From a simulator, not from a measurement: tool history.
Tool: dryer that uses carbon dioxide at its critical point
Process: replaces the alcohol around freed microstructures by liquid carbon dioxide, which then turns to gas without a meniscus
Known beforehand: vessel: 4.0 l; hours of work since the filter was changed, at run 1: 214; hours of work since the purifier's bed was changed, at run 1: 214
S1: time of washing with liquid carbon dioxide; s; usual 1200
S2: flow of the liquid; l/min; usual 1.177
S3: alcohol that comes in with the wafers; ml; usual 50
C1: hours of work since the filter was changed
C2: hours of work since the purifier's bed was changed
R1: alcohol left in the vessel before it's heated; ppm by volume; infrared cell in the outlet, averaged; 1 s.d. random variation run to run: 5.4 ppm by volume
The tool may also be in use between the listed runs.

run,hour,S1,S2,S3,C1,C2,R1
1,0.0,1200,1.177,50,214,214,218
2,5.9,1200,1.177,50,217,217,215
3,15.1,1200,1.177,50,222,222,219
4,24.4,1200,1.177,50,226,226,231
5,34.6,1200,1.177,50,231,231,221
6,47.9,1200,1.177,50,238,238,217
7,56.6,1200,1.177,50,242,242,226
8,66.1,1200,1.177,50,246,246,228
9,79.3,780,1.177,50,253,253,787
10,85.2,1200,1.177,65,256,256,273
11,98.7,1320,1.177,50,262,262,190
12,109.0,1320,1.177,50,267,267,185
13,117.9,1200,1.177,50,272,272,241
14,129.2,1200,1.177,50,277,277,246
15,135.4,1200,1.177,50,280,280,237
16,147.9,1200,1.177,50,286,286,238
17,161.0,1200,1.177,50,293,293,257
18,167.9,1200,1.177,50,296,296,246
19,177.4,1200,1.177,50,301,301,249
20,187.1,1200,1.177,50,306,306,261
21,193.5,1200,1.177,50,309,309,252
22,200.9,1200,1.177,50,312,312,256
23,208.8,1200,1.177,50,316,316,249
24,216.6,1200,1.350,26,320,320,147
25,222.9,1200,0.770,50,323,323,780
26,229.9,1200,0.710,25,326,326,531
27,241.1,1200,0.710,25,332,332,541
28,253.5,1680,1.330,25,338,338,100
29,266.3,1080,1.400,95,344,344,325
30,277.4,1680,1.177,57,350,350,144
31,285.0,1020,1.740,36,353,353,145
32,295.8,720,1.177,36,359,359,752
33,301.5,1320,1.177,77,361,361,269
34,312.6,1020,1.860,58,367,367,153
35,319.7,1380,1.510,110,370,370,156
36,326.7,1500,1.580,28,374,374,112
37,335.7,1080,1.177,30,378,378,272
38,344.7,1080,1.177,30,382,382,273
39,355.6,1080,1.177,30,388,388,266
40,364.8,1380,1.120,33,392,392,201
41,372.6,900,1.120,30,396,396,464
42,380.8,900,1.120,30,400,400,453
43,390.8,1800,1.100,46,405,405,156
44,403.7,1800,1.100,46,411,411,150
45,414.9,1200,1.260,50,417,417,255
46,422.3,1200,1.300,50,420,420,233

For some of the steps in R1 from one run to the next: how much would appear even if the tool had no hidden state, given the settings, what came in and random variation, and how much remains for the hidden state plus any gauge scatter that the measured result and the result without hidden state don't share?
The tool's hidden condition here consists of: flow that reaches the vessel past the clogged filter, %; alcohol in the recycled carbon dioxide, ppm; drift of the gauge itself on alcohol_ppm, %.
Run 8 -> 9: S1 1200 -> 780. R1 +559 ppm by volume: hidden state +40, all else +519.
Run 24 -> 25: S2 1.350 -> 0.770, S3 26 -> 50. R1 +633 ppm by volume: hidden state +61, all else +572.
Run 31 -> 32: S1 1020 -> 720, S2 1.740 -> 1.177. R1 +607 ppm by volume: hidden state +56, all else +551.

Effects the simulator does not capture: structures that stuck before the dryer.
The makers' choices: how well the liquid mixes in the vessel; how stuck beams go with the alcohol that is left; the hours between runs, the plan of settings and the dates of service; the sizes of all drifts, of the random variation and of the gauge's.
